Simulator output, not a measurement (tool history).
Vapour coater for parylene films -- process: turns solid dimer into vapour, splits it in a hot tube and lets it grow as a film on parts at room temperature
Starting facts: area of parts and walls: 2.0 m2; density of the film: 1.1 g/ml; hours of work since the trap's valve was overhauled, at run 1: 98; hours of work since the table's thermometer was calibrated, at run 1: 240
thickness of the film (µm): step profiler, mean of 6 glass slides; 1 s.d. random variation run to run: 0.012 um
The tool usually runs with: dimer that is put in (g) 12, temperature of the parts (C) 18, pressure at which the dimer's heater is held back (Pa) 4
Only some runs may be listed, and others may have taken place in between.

run	day	dimer that is put in (g)	temperature of the parts (C)	pressure at which the dimer's heater is held back (Pa)	hours of work since the trap's valve was overhauled	hours of work since the table's thermometer was calibrated	thickness of the film (µm)
1	0	12	18	4	98	240	2.59
2	1.017	12	18	4	109	251	2.63
3	1.792	12	18	5.91	118	259	2.54
4	2.775	12	14	4	128	270	2.84
5	3.475	12	14	4	136	277	2.84
6	4.342	12	14	4	145	286	2.85
7	4.833	12	18	4	150	292	2.61
8	5.792	12	18	4	161	302	2.63
9	6.642	12	18	4	170	311	2.61
10	7.204	12	18	4	176	317	2.62
11	8.242	12	18	4	187	328	2.6
12	8.808	12	23	4	193	334	2.33
13	9.425	12	23	4	200	341	2.35
14	10.175	12	12	4	208	349	2.98
15	10.85	12	18	4	215	356	2.6
16	11.325	12	18	4	220	361	2.64
17	11.875	12	18	4	226	367	2.59
# day 12.692: trap's valve overhauled
18	12.996	12	18	7.59	3	377	2.5
19	13.488	15	20	8.09	9	383	2.98
20	14.529	15	20	8.09	20	394	2.98
21	15.612	15	20	8.09	31	406	2.95
22	16.171	5	14	2.3	37	412	1.24
23	17.1	5	30	2.3	47	422	0.88
24	17.9	5	30	2.3	56	430	0.88
25	18.388	15	28	7.74	61	435	2.53
26	19.45	10	18	4	73	447	2.17
27	20.067	15	16	4.45	79	453	3.38
28	20.883	15	18	3.32	88	462	3.3
29	21.375	15	18	3.32	93	467	3.3
30	22.062	9	20	4	101	475	1.89
31	22.588	18	20	7.81	106	480	3.57
32	23.171	18	11	7.81	112	487	4.28

What if the next run were any one of these 4? Each begins from the tool's condition after run 32:
A	23.625	12	13	5.23	117	492	?
B	23.625	6	11	4.08	117	492	?
C	23.625	12	30	4	117	492	?
D	23.625	22	20	9.38	117	492	?

run	thickness of the film (µm)
A	2.85
B	1.51
C	2.05
D	4.28
With no hidden state in the tool, these same runs would have given:
run	thickness of the film (µm)
A	2.86
B	1.51
C	2.05
D	4.29

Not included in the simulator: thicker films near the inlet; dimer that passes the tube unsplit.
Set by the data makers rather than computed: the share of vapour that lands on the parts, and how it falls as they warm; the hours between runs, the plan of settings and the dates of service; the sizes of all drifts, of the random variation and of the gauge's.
